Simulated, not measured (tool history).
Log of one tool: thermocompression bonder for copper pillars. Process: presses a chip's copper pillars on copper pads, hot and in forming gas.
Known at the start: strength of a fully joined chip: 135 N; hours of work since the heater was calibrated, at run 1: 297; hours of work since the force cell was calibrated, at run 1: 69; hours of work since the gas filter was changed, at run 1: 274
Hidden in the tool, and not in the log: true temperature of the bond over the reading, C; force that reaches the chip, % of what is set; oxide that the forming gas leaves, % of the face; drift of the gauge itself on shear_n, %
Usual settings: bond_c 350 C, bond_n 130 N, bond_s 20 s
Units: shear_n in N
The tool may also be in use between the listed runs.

run	day	bond_c	bond_n	bond_s	hours of work since the heater was calibrated	hours of work since the force cell was calibrated	hours of work since the gas filter was changed	shear_n
1	0.000	350	130	20	297	69	274	72.6
2	1.029	350	130	11	313	85	290	59.2
3	2.229	378	130	20	332	104	308	85.4
4	3.008	378	130	20	344	116	321	85.6
5	4.288	350	130	20	364	136	341	72.4
6	5.512	350	130	37	383	155	360	87.5
7	6.425	350	130	37	398	170	374	87.6
8	7.808	350	130	60	419	191	395	98.6
9	8.642	372	130	49	432	204	409	103.7
10	9.721	372	100	30	449	221	425	75.5
11	10.746	372	100	10	465	237	441	51.5
12	11.867	372	100	10	483	255	459	51.2
# day 12.846: forming gas filter changed
13	13.258	372	100	10	504	276	6	53.2
14	13.967	362	136	47	515	287	17	104.2
15	14.854	364	130	41	529	301	31	99.3
16	16.112	335	130	18	549	321	51	65.8

5 ways to go on from here, each from the tool as it stands after run 16. What would each give?
A	16.800	321	130	20	559	331	62	?
B	16.800	333	121	14	559	331	62	?
C	16.800	335	130	10	559	331	62	?
D	16.800	365	174	35	559	331	62	?
E	16.800	335	130	41	559	331	62	?

run	shear_n
A	61.7
B	54.7
C	52.9
D	114.0
E	86.0
Without the tool's hidden state the same runs would have given:
run	shear_n
A	58.7
B	52.0
C	50.2
D	111.9
E	82.9
